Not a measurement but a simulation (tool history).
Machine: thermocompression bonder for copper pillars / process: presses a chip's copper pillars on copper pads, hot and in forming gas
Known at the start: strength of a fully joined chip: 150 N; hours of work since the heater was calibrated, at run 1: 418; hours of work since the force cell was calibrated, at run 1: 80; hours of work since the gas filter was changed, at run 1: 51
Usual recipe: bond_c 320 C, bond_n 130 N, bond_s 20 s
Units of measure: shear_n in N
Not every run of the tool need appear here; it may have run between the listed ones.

run	hour	bond_c	bond_n	bond_s	hours of work since the heater was calibrated	hours of work since the force cell was calibrated	hours of work since the gas filter was changed	shear_n
1	0.0	320	130	20	418	80	51	60.8
2	11.9	300	130	20	423	85	56	51.7
3	20.7	300	130	20	427	89	60	50.7
4	32.5	320	130	56	432	94	65	87.0
5	41.9	320	130	20	436	98	69	60.8
6	62.1	320	130	20	444	106	77	61.4
7	79.2	320	130	28	451	113	84	69.2
8	90.6	320	130	28	456	118	89	68.7
9	101.1	320	153	28	460	123	93	73.4
10	110.1	320	130	23	464	126	97	63.3
11	129.2	313	130	23	472	134	105	59.3
12	147.6	320	111	20	480	142	113	55.1
13	156.8	320	111	20	484	146	117	53.0
14	171.0	338	113	20	489	152	122	63.5
15	185.7	342	85	13	496	158	129	45.1
16	205.0	329	166	20	504	166	137	74.8
17	218.9	295	130	20	509	172	142	48.7
18	234.4	295	130	20	516	178	149	48.1
19	254.0	295	130	20	524	186	157	48.9
20	266.0	295	130	20	529	191	162	48.6
21	274.4	295	130	20	532	195	165	48.5
22	291.4	309	130	20	540	202	173	54.6
23	308.9	304	128	27	547	209	180	58.9
24	317.4	301	118	33	550	213	183	58.7
25	330.9	320	92	29	556	218	189	56.5
26	344.7	320	92	29	562	224	195	56.1

What if the next run were any one of these 5? Each begins from the tool's condition after run 26:
A	353.3	328	130	20	565	228	198	?
B	353.3	320	130	37	565	228	198	?
C	353.3	320	140	29	565	228	198	?
D	353.3	320	107	35	565	228	198	?
E	353.3	345	138	15	565	228	198	?

run	shear_n
A	65.4
B	76.0
C	70.4
D	66.6
E	67.6
Take away the tool's hidden state, keep each run's random variation, and the runs would have read:
run	shear_n
A	65.9
B	76.6
C	70.9
D	67.1
E	68.1

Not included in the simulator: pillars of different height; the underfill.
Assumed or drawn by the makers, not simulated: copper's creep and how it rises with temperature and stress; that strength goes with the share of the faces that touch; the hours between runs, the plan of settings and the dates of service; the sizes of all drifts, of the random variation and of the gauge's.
